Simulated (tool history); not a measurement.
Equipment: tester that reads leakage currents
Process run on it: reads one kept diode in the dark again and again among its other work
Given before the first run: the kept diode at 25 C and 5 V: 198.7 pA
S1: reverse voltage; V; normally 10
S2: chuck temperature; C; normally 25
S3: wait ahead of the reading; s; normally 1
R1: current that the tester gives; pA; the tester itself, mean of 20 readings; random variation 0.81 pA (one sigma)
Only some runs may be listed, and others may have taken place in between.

run    hour    S1  S2    S3       R1
  1       0    10  25     1   289.91
  2      55    10  41     1   942.43
  3    85.4    10  41     1   946.93
  4   125.3   6.6  25     1   240.65
  5   187.5   6.6  25     1   241.03
  6   254.2   6.6  25     1   242.81
  7   301.9    10  25     1   293.61
  8   337.9    10  25     1   294.74
  9   380.6  13.7  25     1   342.29
 10   441.7  13.7  25     1   342.41
 11   472.5  13.7  25     1   344.09
 12     516  13.7  25     1   344.59
 13   582.1  13.7  25     1    346.1
 14   610.2  13.7  25     1   344.82
 15     676  13.7  25     1   346.84
 16   726.8  13.7  25     1   348.22
 17   792.7  13.7  25     1   349.13
 18   853.3  13.7  25     1   349.59
 19   899.3  13.7  25     1   347.65
 20   944.2    10  25  4.32   303.75
 21   994.6   7.4  25   7.3   262.01
 22  1052.7  16.5  33  2.76   687.45
 23  1104.6    10  23  4.19   270.03
 24  1149.1    10  23  4.19   270.13
 25  1182.1    10  51  4.55  1949.34
 26  1241.6   3.6  22  4.08   154.54
 27  1280.1     4  40  0.76   614.98
 28    1317     4  40  0.76   617.18
 29    1366   1.6  33  0.76   243.01
 30    1431   3.8  33  1.01   352.21
 31  1473.6  14.9  50  0.35  2136.94
 32  1527.4   4.2  56  0.57  1865.34
 33  1576.6    10  25  0.31   292.09
 34  1627.6     7  35   6.7   534.59
 35  1687.4   8.9  57  1.05  2745.83
 36  1728.2  11.6  48  7.12  1691.93

Missing from the log above: 2 entries noted between runs. For each, name the pair of listed runs it sits between and say how the tool's hidden condition differs from the listed run just before to the listed run just after:
Logged between run 22 and run 23: probe card cleaned and baked (hour 1062.1)
  stray current of the dirty probe card, pA a volt: 2.146 -> 2.964; current scale over the true one, %: 0.49 -> 0.51; true chuck temperature over the reading, C: 0.59 -> 0.6
  difference, measured minus the result without the unlogged condition, R1: +66.87 -> +42.23 pA
Logged between run 28 and run 29: probe card cleaned and baked, once more (hour 1366)
  stray current of the dirty probe card, pA a volt: 3.107 -> 0.024; current scale over the true one, %: 0.6 -> 0.62; true chuck temperature over the reading, C: 0.66 -> 0.67
  difference, measured minus the result without the unlogged condition, R1: +44.26 -> +13.54 pA
